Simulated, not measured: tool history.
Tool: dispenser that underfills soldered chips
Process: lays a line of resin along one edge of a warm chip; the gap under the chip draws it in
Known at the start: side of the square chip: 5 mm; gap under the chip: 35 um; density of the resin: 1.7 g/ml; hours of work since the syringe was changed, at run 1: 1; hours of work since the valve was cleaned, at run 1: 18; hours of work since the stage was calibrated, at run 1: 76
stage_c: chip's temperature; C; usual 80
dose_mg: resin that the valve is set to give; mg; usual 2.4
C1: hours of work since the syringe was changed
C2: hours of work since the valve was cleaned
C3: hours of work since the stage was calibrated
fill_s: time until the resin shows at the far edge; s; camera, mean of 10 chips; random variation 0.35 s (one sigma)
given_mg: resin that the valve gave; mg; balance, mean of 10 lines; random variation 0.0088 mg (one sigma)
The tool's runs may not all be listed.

run 1 day=0 | stage_c=80 dose_mg=2.4 | C1=1 C2=18 C3=76 | fill_s=20.8 given_mg=2.385
run 2 day=0.192 | stage_c=88 dose_mg=2.4 | C1=5 C2=21 C3=79 | fill_s=18.4 given_mg=2.366
-- day=0.275 new syringe of resin
run 3 day=0.454 | stage_c=88 dose_mg=2.4 | C1=3 C2=25 C3=83 | fill_s=16.7 given_mg=2.368
-- day=0.642 new syringe of resin
run 4 day=0.642 | stage_c=80 dose_mg=2.4 | C1=0 C2=28 C3=86 | fill_s=18.2 given_mg=2.391
run 5 day=0.988 | stage_c=80 dose_mg=2.4 | C1=6 C2=34 C3=92 | fill_s=28.1 given_mg=2.362
-- day=1.042 new syringe of resin
run 6 day=1.375 | stage_c=69 dose_mg=2.4 | C1=5 C2=40 C3=98 | fill_s=42.9 given_mg=2.363
-- day=1.425 new syringe of resin
run 7 day=1.596 | stage_c=69 dose_mg=2.34 | C1=3 C2=43 C3=101 | fill_s=35.2 given_mg=2.288
-- day=1.796 new syringe of resin
run 8 day=1.904 | stage_c=69 dose_mg=2.34 | C1=2 C2=48 C3=106 | fill_s=33.3 given_mg=2.296
run 9 day=2.092 | stage_c=69 dose_mg=2.34 | C1=5 C2=51 C3=109 | fill_s=40.7 given_mg=2.306
-- day=2.171 new syringe of resin
run 10 day=2.408 | stage_c=69 dose_mg=2.34 | C1=4 C2=56 C3=114 | fill_s=38.3 given_mg=2.29
-- day=2.538 new syringe of resin
run 11 day=2.767 | stage_c=80 dose_mg=2.4 | C1=4 C2=61 C3=119 | fill_s=23.4 given_mg=2.354
-- day=2.917 new syringe of resin
run 12 day=2.962 | stage_c=80 dose_mg=2.4 | C1=1 C2=64 C3=122 | fill_s=18.8 given_mg=2.345
run 13 day=3.25 | stage_c=80 dose_mg=2.4 | C1=5 C2=69 C3=127 | fill_s=27.1 given_mg=2.334
-- day=3.292 new syringe of resin
-- day=3.662 new syringe of resin
run 14 day=3.688 | stage_c=81 dose_mg=2.27 | C1=0 C2=75 C3=133 | fill_s=17.7 given_mg=2.201
run 15 day=3.983 | stage_c=81 dose_mg=2.27 | C1=5 C2=80 C3=138 | fill_s=25.3 given_mg=2.207

Run 16 comes next. What will it give?
-- day=4.054 new syringe of resin
-- day=4.162 dispensing valve cleaned and set on the balance
run 16 day=4.221 | stage_c=89 dose_mg=2.52 | C1=2 C2=1 C3=141 | fill_s=? given_mg=?

fill_s: 14.4 s
given_mg: 2.522 mg
Without the tool's hidden state the same run would have given fill_s 12.7 s, given_mg 2.519 mg.
